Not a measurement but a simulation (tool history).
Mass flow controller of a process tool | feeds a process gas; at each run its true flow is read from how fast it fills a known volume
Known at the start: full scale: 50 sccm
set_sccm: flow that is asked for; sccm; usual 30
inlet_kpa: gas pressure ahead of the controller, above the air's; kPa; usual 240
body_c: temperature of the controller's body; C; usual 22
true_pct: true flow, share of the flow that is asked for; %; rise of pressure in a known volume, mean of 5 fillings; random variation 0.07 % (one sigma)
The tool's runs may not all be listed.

run    hour  set_sccm  inlet_kpa  body_c  true_pct
  1     0.0        30        240      22     98.91
  2   136.3        30        240      22     98.83
  3   267.3        30        240      28     99.52
  4   344.5        30        240      28     99.56
  5   434.7        30        240      28     99.52
  6   530.3        30        240      22     98.70
  7   628.9        12        240      22     97.85
  8   739.4        18        240      22     98.15
  9   857.8        18        240      22     98.22
 10  1008.3        18        240      22     98.27
 11  1112.5         8        240      22     98.03
 12  1261.5         8        240      22     97.93
 13  1334.7         8        240      22     98.05
 14  1479.5         8        240      22     97.96
 15  1573.0         8        240      22     98.17
 16  1661.9        30        240      22     98.94
 17  1783.9        30        240      22     98.79
 18  1867.3        30        240      22     98.91
 19  1973.3        30        240      22     98.72
 20  2065.1        30        172      22     98.25
 21  2149.3         5        201      23     98.46
 22  2228.9         5        201      23     98.56
 23  2321.5        48        154      35    100.54
 24  2404.0        48        212      39    101.52
 25  2537.5        48        212      39    101.38
 26  2667.1        30        246      34    100.13
     2679.2  -- controller's zero set anew
 27  2763.5        30        155      22     98.11
 28  2912.9        30        189      38    100.31
 29  3040.8        30        194      24     98.63
     3120.2  -- controller's zero set anew, once more
 30  3172.9        30        194      24     98.34
 31  3245.2        30        194      24     98.52

Run 32 comes next. What will it give?
 32  3364.8        30        194      24         ?

Run 32 gave true_pct 98.39 %.
Without the tool's hidden state the same run would have given true_pct 98.65 %.
